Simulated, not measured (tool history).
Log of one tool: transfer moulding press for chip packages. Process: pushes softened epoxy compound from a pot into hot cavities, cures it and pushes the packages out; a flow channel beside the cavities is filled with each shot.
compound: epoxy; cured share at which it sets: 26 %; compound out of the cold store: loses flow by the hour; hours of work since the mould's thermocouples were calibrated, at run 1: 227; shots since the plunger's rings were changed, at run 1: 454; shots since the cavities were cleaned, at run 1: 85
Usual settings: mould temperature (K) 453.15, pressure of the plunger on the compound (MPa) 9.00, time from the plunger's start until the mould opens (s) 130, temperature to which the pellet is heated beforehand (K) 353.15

run,hour,mould temperature (K),pressure of the plunger on the compound (MPa),time from the plunger's start until the mould opens (s),temperature to which the pellet is heated beforehand (K),hours of work since the mould's thermocouples were calibrated,shots since the plunger's rings were changed,shots since the cavities were cleaned,incoming compound's hours out of the cold store,length that the compound runs in the flow channel (mm),greatest force on the pins that push the packages out (N)
1,0.0,453.15,9.00,130,353.15,227,454,85,40.6,530,503
2,14.1,453.15,9.00,130,353.15,238,609,240,37.3,530,534
3,23.3,453.15,10.88,130,353.15,245,710,341,31.8,609,593
4,29.9,453.15,9.00,160,353.15,250,784,415,46.8,502,547
5,42.8,446.15,9.00,130,353.15,260,925,556,15.7,636,864
6,50.8,453.15,9.00,148,353.15,267,1014,645,46.3,502,589
7,64.6,453.15,9.00,148,353.15,277,1166,797,46.7,499,606
8,75.2,453.15,8.66,148,353.15,286,1283,914,24.6,563,651
# hour 84.2: cavities cleaned with cleaning compound and waxed
9,86.1,453.15,8.66,148,353.15,293,1386,21,39.8,515,451
10,93.2,453.15,8.66,148,353.15,299,1465,100,15.9,595,498
11,106.9,453.15,8.66,148,353.15,309,1615,250,25.6,562,540
12,120.2,453.15,9.00,130,355.15,320,1762,397,25.5,566,588
13,130.6,453.15,9.00,130,355.15,328,1877,512,26.7,559,619
14,143.6,453.15,9.02,130,348.15,338,2020,655,45.2,497,647
15,150.5,453.15,6.81,130,350.15,343,2096,731,28.4,476,653
16,165.8,453.15,9.00,130,361.15,355,2265,900,32.9,535,678
# hour 175.8: cavities cleaned with cleaning compound and waxed
17,181.2,445.15,9.00,130,361.15,366,2418,59,44.2,509,656
18,194.6,458.15,9.00,166,360.15,377,2565,206,18.5,570,515
19,201.9,458.15,9.00,116,360.15,383,2646,287,40.0,495,556
20,211.8,458.15,9.00,116,360.15,390,2755,396,20.9,565,595
21,220.5,458.15,9.00,116,360.15,397,2851,492,14.2,581,603
# hour 227.6: mould's thermocouples calibrated
22,236.6,458.15,9.00,139,360.15,7,3006,647,21.5,563,587
23,244.9,445.15,9.00,139,360.15,14,3098,739,29.2,561,834
24,255.0,458.15,9.00,130,353.15,21,3210,851,10.4,599,632
25,263.6,446.15,9.00,130,352.15,28,3304,945,39.6,519,901

Some steps in length that the compound runs in the flow channel (mm) between neighbouring runs. How much of each would the tool show without its hidden state too (settings, what came in, random variation), and how much is left for the hidden state, with any gauge scatter that isn't in both results?
The hidden state here: true mould temperature over the reading, C; pressure that reaches the compound, % of what is set; grip of the stained cavities, % over clean ones'; drift of the gauge itself on flow_mm, %; drift of the gauge itself on push_out_n, %.
Run 4 -> 5: mould temperature (K) 453.15 -> 446.15, time from the plunger's start until the mould opens (s) 160 -> 130. length that the compound runs in the flow channel (mm) +134: hidden state -4, all else +138.
Run 5 -> 6: mould temperature (K) 446.15 -> 453.15, time from the plunger's start until the mould opens (s) 130 -> 148. length that the compound runs in the flow channel (mm) -134: hidden state +1, all else -135.
Run 17 -> 18: mould temperature (K) 445.15 -> 458.15, time from the plunger's start until the mould opens (s) 130 -> 166, temperature to which the pellet is heated beforehand (K) 361.15 -> 360.15. length that the compound runs in the flow channel (mm) +61: hidden state -5, all else +66.
Run 19 -> 20: no setting changed, nothing entered. length that the compound runs in the flow channel (mm) +70: hidden state -6, all else +76.

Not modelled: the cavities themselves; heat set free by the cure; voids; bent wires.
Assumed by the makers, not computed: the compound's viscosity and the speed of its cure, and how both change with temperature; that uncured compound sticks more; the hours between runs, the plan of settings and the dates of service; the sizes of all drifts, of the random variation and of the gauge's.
